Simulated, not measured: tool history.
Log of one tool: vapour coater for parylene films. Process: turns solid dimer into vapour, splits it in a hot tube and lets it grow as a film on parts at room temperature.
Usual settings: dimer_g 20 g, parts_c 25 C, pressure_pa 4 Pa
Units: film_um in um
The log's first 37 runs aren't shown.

run,hour,dimer_g,parts_c,pressure_pa,film_um
38,651.5,13,25,9.35,6.4
39,671.1,10,37,6.1,3.83
40,682.5,20,25,4,11.45
41,707,9,24,9.94,4.5
42,724.7,11,26,9.31,5.28
43,749.5,8,26,5.55,4.17
44,767.4,21,25,4,11.96
45,783.2,21,25,4,11.78
46,808.1,11,23,2.73,6.94
47,827.3,11,23,2.73,7.03

Forecast each of these 3 alternatives for the next run:
A,838.6,26,24,2.03,?
B,838.6,26,23,2.73,?
C,838.6,13,35,6.94,?

run,film_um
A,16.81
B,16.3
C,4.9
Without the tool's hidden state the same runs would have given:
run,film_um
A,18.46
B,17.89
C,5.38
